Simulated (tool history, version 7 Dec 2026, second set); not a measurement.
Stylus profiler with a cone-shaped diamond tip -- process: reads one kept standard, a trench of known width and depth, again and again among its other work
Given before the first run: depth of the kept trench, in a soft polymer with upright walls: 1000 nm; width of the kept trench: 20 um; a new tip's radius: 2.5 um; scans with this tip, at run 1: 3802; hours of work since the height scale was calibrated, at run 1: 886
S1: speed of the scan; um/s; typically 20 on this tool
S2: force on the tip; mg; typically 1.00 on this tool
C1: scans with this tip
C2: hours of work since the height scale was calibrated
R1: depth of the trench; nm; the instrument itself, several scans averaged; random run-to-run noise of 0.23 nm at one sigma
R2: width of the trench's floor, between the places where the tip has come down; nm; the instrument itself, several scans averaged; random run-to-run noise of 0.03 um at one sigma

run    hour  S1    S2     C1    C2       R1     R2
  1     0.0  20  1.00   3802   886  1009.07  15900
  2   104.9  20  1.00   4146   966  1009.18  15900
  3   204.9  20  1.00   4474  1042  1009.28  15930
  4   302.7  20  1.00   4795  1117  1008.91  15950
  5   403.3  20  1.00   5124  1194  1009.12  15830
  6   490.6  41  1.00   5410  1260  1009.04  15800
  7   554.5  41  1.00   5620  1309  1009.08  15830
  8   605.9  41  1.00   5788  1348  1009.03  15810
  9   656.7  20  0.62   5955  1387  1006.65  15850
 10   738.2  20  0.62   6222  1449  1006.51  15950
 11   854.7  20  1.00   6604  1538  1009.41  15870
 12   925.2  20  1.00   6835  1592  1009.25  15890
 13  1042.6  20  1.00   7220  1682  1009.06  15870
 14  1092.9  20  1.00   7385  1720  1009.08  15880
 15  1180.7  20  1.00   7673  1787  1009.19  15910
 16  1247.2  20  1.00   7891  1838  1009.38  15910
 17  1342.7  20  0.99   8204  1911  1009.04  15870
     1399.6  -- height scale calibrated on a step standard
 18  1407.5  20  0.49   8415     6  1005.52  15890
 19  1504.8  20  0.54   8734    80  1005.93  15820
 20  1597.0   5  1.00   9037   151  1009.00  15970
 21  1666.7  20  1.81   9265   204  1013.25  15930
 22  1783.3  20  1.63   9647   293  1012.88  15930
 23  1853.7  20  1.63   9878   347  1012.61  15900
 24  1924.2  20  2.02  10109   401  1014.71  15880
 25  2007.9  10  2.90  10384   465  1018.68  15960
 26  2073.9   7  0.51  10600   515  1005.49  15970
 27  2172.3  29  1.00  10923   590  1009.41  15840
 28  2266.2  29  1.00  11231   662  1009.13  15800
 29  2318.0  29  1.00  11401   701  1008.82  15800
 30  2418.3  54  1.07  11729   778  1009.47  15750
 31  2494.9  54  1.64  11981   836  1012.82  15760
 32  2554.9  54  1.64  12177   882  1012.76  15760
 33  2625.8  39  1.39  12410   936  1011.49  15820
 34  2730.2  56  1.00  12752  1016  1009.24  15700
 35  2810.6  55  2.57  13016  1078  1017.45  15820
 36  2887.2  62  1.60  13267  1136  1012.28  15720

Estimate the outcome of run 37 from the log above:
 37  2994.1  32  1.60  13617  1218   ?   ?

R1: 1012.53 nm
R2: 15850 nm
Minus the tool's unlogged condition, the same run would have read R1 1012.52 nm, R2 15880 nm.
